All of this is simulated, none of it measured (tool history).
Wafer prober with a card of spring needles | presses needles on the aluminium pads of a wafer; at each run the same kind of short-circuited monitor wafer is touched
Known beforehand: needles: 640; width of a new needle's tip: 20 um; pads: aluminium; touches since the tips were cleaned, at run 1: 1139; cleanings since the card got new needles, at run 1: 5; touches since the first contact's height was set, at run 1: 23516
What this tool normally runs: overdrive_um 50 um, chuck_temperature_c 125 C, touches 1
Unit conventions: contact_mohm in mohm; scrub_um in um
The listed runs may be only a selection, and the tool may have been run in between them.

run   hour  overdrive_um  chuck_temperature_c  touches  touches since the tips were cleaned  cleanings since the card got new needles  touches since the first contact's height was set  contact_mohm  scrub_um
  1    0.0            50                  125        1                                 1139                                         5                                             23516           340      8.91
       8.8  -- tips cleaned on abrasive film
      21.4  -- tips cleaned on abrasive film
  2   21.4            50                  125        1                                    0                                         7                                             30350           251      8.90
      34.8  -- tips cleaned on abrasive film
  3   36.0            50                  125        1                                  380                                         8                                             35029           288      8.91
      47.7  -- tips cleaned on abrasive film
  4   55.1            50                  125        1                                 2381                                         9                                             41175           424      8.87
      60.3  -- tips cleaned on abrasive film
      73.9  -- tips cleaned on abrasive film
  5   74.6            50                  125        1                                  202                                        11                                             47389           276      8.86
      86.2  -- tips cleaned on abrasive film
  6   88.1            50                  125        1                                  623                                        12                                             51722           304      8.89
      99.8  -- tips cleaned on abrasive film
  7  104.5            33                  125        1                                 1504                                        13                                             56978           525      5.79
     114.4  -- tips cleaned on abrasive film
  8  124.1            50                  125        1                                 3126                                        14                                             63276           440      8.87
     126.6  -- tips cleaned on abrasive film
     140.9  -- tips cleaned on abrasive film
  9  148.2            50                  125        1                                 2354                                        16                                             70999           407      8.84
     153.0  -- tips cleaned on abrasive film
     165.3  -- tips cleaned on abrasive film
     177.6  -- tips cleaned on abrasive film
 10  177.8            50                  125        1                                   63                                        19                                             80451           259      8.80
     189.7  -- tips cleaned on abrasive film
     203.4  -- tips cleaned on abrasive film
 11  203.7            50                  125        1                                  121                                        21                                             88764           260      8.81
     217.8  -- tips cleaned on abrasive film
     231.4  -- tips cleaned on abrasive film
 12  231.6            50                  125        1                                   66                                        23                                             97694           256      8.79
     237.3  -- height of the first contact set anew
     245.0  -- tips cleaned on abrasive film
 13  248.5            50                  125        1                                 1109                                        24                                              3578           355      8.94
     259.5  -- tips cleaned on abrasive film
     272.1  -- tips cleaned on abrasive film
 14  278.7            50                  125        2                                 2125                                        26                                             13262           337      8.95
     285.8  -- tips cleaned on abrasive film
     299.5  -- tips cleaned on abrasive film
 15  309.6            50                  125        2                                 3235                                        28                                             23166           358      8.95
     311.9  -- tips cleaned on abrasive film
 16  322.7            50                  125        2                                 3513                                        29                                             27390           360      8.93
     325.1  -- tips cleaned on abrasive film
     337.2  -- tips cleaned on abrasive film
 17  337.2            36                   55        2                                    0                                        31                                             31977           251      6.36
     349.7  -- tips cleaned on abrasive film
     362.7  -- tips cleaned on abrasive film
 18  367.9            50                   84        1                                 1663                                        33                                             41833           387      8.88
     376.6  -- tips cleaned on abrasive film
 19  388.4            31                   39        2                                 3819                                        34                                             48419           602      5.48
     390.7  -- tips cleaned on abrasive film
     405.1  -- tips cleaned on abrasive film
     418.4  -- tips cleaned on abrasive film
 20  420.5            31                   39        2                                  676                                        37                                             58696           410      5.44
     431.3  -- tips cleaned on abrasive film
 21  438.9            31                   39        1                                 2449                                        38                                             64604           787      5.45
     444.8  -- tips cleaned on abrasive film
     457.6  -- tips cleaned on abrasive film
 22  459.0            69                   39        1                                  442                                        40                                             71018           241     12.25
     471.4  -- tips cleaned on abrasive film
 23  475.2            54                   45        1                                 1236                                        41                                             76225           344      9.54
     483.5  -- tips cleaned on abrasive film
     497.6  -- tips cleaned on abrasive film
 24  505.6            37                   98        2                                 2567                                        43                                             85956           470      6.50
     509.7  -- tips cleaned on abrasive film
     523.5  -- tips cleaned on abrasive film
 25  527.0            37                   98        2                                 1150                                        45                                             92809           384      6.47
     536.2  -- tips cleaned on abrasive film
 26  543.4            38                   56        1                                 2313                                        46                                             98053           560      6.64
     548.2  -- height of the first contact set anew
     550.8  -- tips cleaned on abrasive film
 27  558.8            58                   56        1                                 2587                                        47                                              3388           375     10.37
     563.7  -- tips cleaned on abrasive film
 28  574.3            58                   91        1                                 3407                                        48                                              8335           390     10.38
     577.1  -- tips cleaned on abrasive film
     591.3  -- tips cleaned on abrasive film
     604.5  -- tips cleaned on abrasive film
 29  605.5            63                  125        2                                  320                                        51                                             18333           248     11.22
     617.6  -- tips cleaned on abrasive film
     629.7  -- tips cleaned on abrasive film
 30  629.7            63                   32        2                                    0                                        53                                             26079           216     11.21
     643.5  -- tips cleaned on abrasive film
 31  652.1            50                   70        1                                 2770                                        54                                             33269           440      8.90
     656.8  -- tips cleaned on abrasive film
     669.9  -- tips cleaned on abrasive film
 32  679.3            50                   70        1                                 3044                                        56                                             41998           457      8.90

Difference, measured minus no-hidden-state, one row per run. Run-to-run variation is common to both terms; the gauge's own scatter need not be:
Hidden conditions of the tool in this case: debris on the tips, nm; way that the needles fall short of the set height, um; tips' diameter, um; drift of the gauge itself on contact_mohm, %; drift of the gauge itself on scrub_um, %.
run  contact_mohm  scrub_um
  1          +106     -0.04
  2           +20     -0.05
  3           +57     -0.05
  4          +189     -0.06
  5           +44     -0.08
  6           +73     -0.08
  7          +275     -0.08
  8          +212     -0.09
  9          +176     -0.11
 10           +29     -0.13
 11           +29     -0.15
 12           +26     -0.16
 13          +127     -0.01
 14          +106     -0.02
 15          +131     -0.04
 16          +128     -0.05
 17           +28     -0.06
 18          +166     -0.08
 19          +377     -0.08
 20          +183     -0.11
 21          +559     -0.11
 22           +40     -0.12
 23          +132     -0.13
 24          +234     -0.15
 25          +150     -0.16
 26          +338     -0.17
 27          +163     +0.00
 28          +172     -0.01
 29           +22     -0.04
 30           +10     -0.06
 31          +222     -0.06
 32          +235     -0.07
